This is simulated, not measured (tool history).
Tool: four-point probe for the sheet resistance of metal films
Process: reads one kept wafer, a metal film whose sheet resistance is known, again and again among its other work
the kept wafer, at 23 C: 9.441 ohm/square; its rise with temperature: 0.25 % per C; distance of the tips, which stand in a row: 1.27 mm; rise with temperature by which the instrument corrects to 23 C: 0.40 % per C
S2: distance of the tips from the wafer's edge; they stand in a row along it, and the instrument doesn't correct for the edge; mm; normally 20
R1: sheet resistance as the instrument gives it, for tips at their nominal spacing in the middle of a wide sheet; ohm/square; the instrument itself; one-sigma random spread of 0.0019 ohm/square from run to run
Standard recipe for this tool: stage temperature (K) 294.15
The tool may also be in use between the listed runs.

run 1 hour=0.0 | stage_temperature_(K)=294.15 S2=20 | R1=9.472038
run 2 hour=18.6 | stage_temperature_(K)=294.15 S2=20 | R1=9.472688
run 3 hour=49.3 | stage_temperature_(K)=294.15 S2=20 | R1=9.471446
run 4 hour=79.6 | stage_temperature_(K)=294.15 S2=20 | R1=9.471808
run 5 hour=98.1 | stage_temperature_(K)=294.15 S2=20 | R1=9.469743
run 6 hour=119.0 | stage_temperature_(K)=294.15 S2=20 | R1=9.472428
run 7 hour=139.2 | stage_temperature_(K)=294.15 S2=9 | R1=9.550512
run 8 hour=157.5 | stage_temperature_(K)=304.15 S2=9 | R1=9.411378
run 9 hour=173.6 | stage_temperature_(K)=304.15 S2=9 | R1=9.409626
run 10 hour=200.9 | stage_temperature_(K)=294.15 S2=13 | R1=9.499400
run 11 hour=223.5 | stage_temperature_(K)=294.15 S2=13 | R1=9.494860
run 12 hour=240.9 | stage_temperature_(K)=294.15 S2=13 | R1=9.492996
run 13 hour=272.4 | stage_temperature_(K)=294.15 S2=13 | R1=9.495423
run 14 hour=294.1 | stage_temperature_(K)=294.15 S2=20 | R1=9.462780
run 15 hour=310.0 | stage_temperature_(K)=294.15 S2=20 | R1=9.470048
run 16 hour=330.8 | stage_temperature_(K)=297.15 S2=20 | R1=9.421645
run 17 hour=357.8 | stage_temperature_(K)=294.15 S2=9 | R1=9.547094
-- hour=360.3 stage's thermometer calibrated
run 18 hour=383.7 | stage_temperature_(K)=294.15 S2=20 | R1=9.463712
run 19 hour=401.2 | stage_temperature_(K)=294.15 S2=20 | R1=9.462852
run 20 hour=434.9 | stage_temperature_(K)=294.15 S2=20 | R1=9.461695
-- hour=452.7 stage's thermometer calibrated, once more
run 21 hour=460.8 | stage_temperature_(K)=294.15 S2=20 | R1=9.466763
run 22 hour=483.5 | stage_temperature_(K)=294.15 S2=20 | R1=9.468756
run 23 hour=499.7 | stage_temperature_(K)=292.15 S2=14 | R1=9.517623
run 24 hour=513.8 | stage_temperature_(K)=294.15 S2=6 | R1=9.673363
run 25 hour=545.8 | stage_temperature_(K)=293.15 S2=68 | R1=9.462504
run 26 hour=559.8 | stage_temperature_(K)=301.15 S2=45 | R1=9.353761
run 27 hour=586.6 | stage_temperature_(K)=301.15 S2=3 | R1=10.168394
run 28 hour=607.5 | stage_temperature_(K)=306.15 S2=4 | R1=9.759259
run 29 hour=632.9 | stage_temperature_(K)=292.15 S2=4 | R1=9.956265
run 30 hour=648.8 | stage_temperature_(K)=292.15 S2=5 | R1=9.793863
run 31 hour=666.5 | stage_temperature_(K)=304.15 S2=64 | R1=9.310223
run 32 hour=699.8 | stage_temperature_(K)=304.15 S2=64 | R1=9.305878
run 33 hour=727.3 | stage_temperature_(K)=304.15 S2=64 | R1=9.304778
run 34 hour=748.5 | stage_temperature_(K)=293.15 S2=12 | R1=9.510298
run 35 hour=770.0 | stage_temperature_(K)=307.15 S2=50 | R1=9.272448
run 36 hour=801.4 | stage_temperature_(K)=307.15 S2=50 | R1=9.268409
run 37 hour=820.8 | stage_temperature_(K)=291.15 S2=5 | R1=9.801075
run 38 hour=841.9 | stage_temperature_(K)=291.15 S2=5 | R1=9.800289
run 39 hour=861.6 | stage_temperature_(K)=302.15 S2=23 | R1=9.343118
run 40 hour=875.8 | stage_temperature_(K)=302.15 S2=23 | R1=9.344100
run 41 hour=891.1 | stage_temperature_(K)=294.15 S2=20 | R1=9.459682
run 42 hour=906.0 | stage_temperature_(K)=298.15 S2=20 | R1=9.401810
run 43 hour=923.0 | stage_temperature_(K)=294.15 S2=7 | R1=9.601274
run 44 hour=949.4 | stage_temperature_(K)=294.15 S2=21 | R1=9.456215

Same runs, no hidden state in the tool, same run-to-run variation:
Unlogged tool condition in this case: inner tips' distance over the nominal, %; tips' flats over new ones', %; wafer's true temperature over the reading, C; drift of the gauge itself on sheet_ohm, %.
run=1 R1=9.489152
run=2 R1=9.490241
run=3 R1=9.489652
run=4 R1=9.490732
run=5 R1=9.489068
run=6 R1=9.492212
run=7 R1=9.570883
run=8 R1=9.431795
run=9 R1=9.430401
run=10 R1=9.521090
run=11 R1=9.517033
run=12 R1=9.515548
run=13 R1=9.518682
run=14 R1=9.486460
run=15 R1=9.494084
run=16 R1=9.446000
run=17 R1=9.572431
run=18 R1=9.490752
run=19 R1=9.490292
run=20 R1=9.489867
run=21 R1=9.488926
run=22 R1=9.491425
run=23 R1=9.540782
run=24 R1=9.697163
run=25 R1=9.486527
run=26 R1=9.377833
run=27 R1=10.194985
run=28 R1=9.785398
run=29 R1=9.983510
run=30 R1=9.821054
run=31 R1=9.336562
run=32 R1=9.332922
run=33 R1=9.332434
run=34 R1=9.539012
run=35 R1=9.300938
run=36 R1=9.297558
run=37 R1=9.832293
run=38 R1=9.831990
run=39 R1=9.373879
run=40 R1=9.375184
run=41 R1=9.491477
run=42 R1=9.433723
run=43 R1=9.634223
run=44 R1=9.489326
